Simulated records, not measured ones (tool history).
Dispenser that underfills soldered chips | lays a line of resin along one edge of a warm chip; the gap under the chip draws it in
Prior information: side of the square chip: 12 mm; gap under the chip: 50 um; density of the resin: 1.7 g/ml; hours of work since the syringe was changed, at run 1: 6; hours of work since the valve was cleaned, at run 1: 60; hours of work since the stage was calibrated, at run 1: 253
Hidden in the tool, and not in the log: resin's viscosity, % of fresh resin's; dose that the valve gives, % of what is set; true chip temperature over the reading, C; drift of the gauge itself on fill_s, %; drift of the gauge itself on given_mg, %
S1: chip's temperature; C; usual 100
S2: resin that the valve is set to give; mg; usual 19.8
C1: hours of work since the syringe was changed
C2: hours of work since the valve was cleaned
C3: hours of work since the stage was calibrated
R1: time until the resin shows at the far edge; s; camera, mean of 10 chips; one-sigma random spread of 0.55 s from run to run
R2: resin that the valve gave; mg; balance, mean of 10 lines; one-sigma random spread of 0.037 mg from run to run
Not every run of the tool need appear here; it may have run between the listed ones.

run   hour   S1    S2  C1  C2   C3    R1     R2
  1      0  100  19.8   6  60  253  56.6  19.25
       4.5  -- new syringe of resin
  2      8   90  19.8   2  65  258  67.8  19.23
      17.7  -- new syringe of resin
  3   18.9   90  19.8   1  72  265  65.4  19.19
      29.8  -- new syringe of resin
  4   31.7  100  19.8   1  80  273  50.4  19.12
      42.2  -- new syringe of resin
      48.2  -- dispensing valve cleaned and set on the balance
  5   48.6  100  19.8   4   0  283  51.7  19.72
      55.5  -- new syringe of resin
  6   56.7  100  19.8   1   5  289  47.3  19.71
  7   66.9  100  19.8   8  12  295  58.3  19.67
        68  -- new syringe of resin
      80.8  -- new syringe of resin
  8     82  100  23.3   1  22  305  47.7   23.1
      93.2  -- new syringe of resin
  9   93.3  115  19.8   0  29  312  32.4  19.54
       106  -- new syringe of resin
 10  106.7  115  19.8   0  38  321  32.8  19.39
 11    114  105  20.2   5  42  326  48.5   19.9

For run 12, what comes out?
     118.6  -- new syringe of resin
 12  121.8  103  17.1   2  47  331   ?   ?

R1: 46.4 s
R2: 16.78 mg
With no hidden state in the tool, this same run would have given R1 43.3 s, R2 17.14 mg.

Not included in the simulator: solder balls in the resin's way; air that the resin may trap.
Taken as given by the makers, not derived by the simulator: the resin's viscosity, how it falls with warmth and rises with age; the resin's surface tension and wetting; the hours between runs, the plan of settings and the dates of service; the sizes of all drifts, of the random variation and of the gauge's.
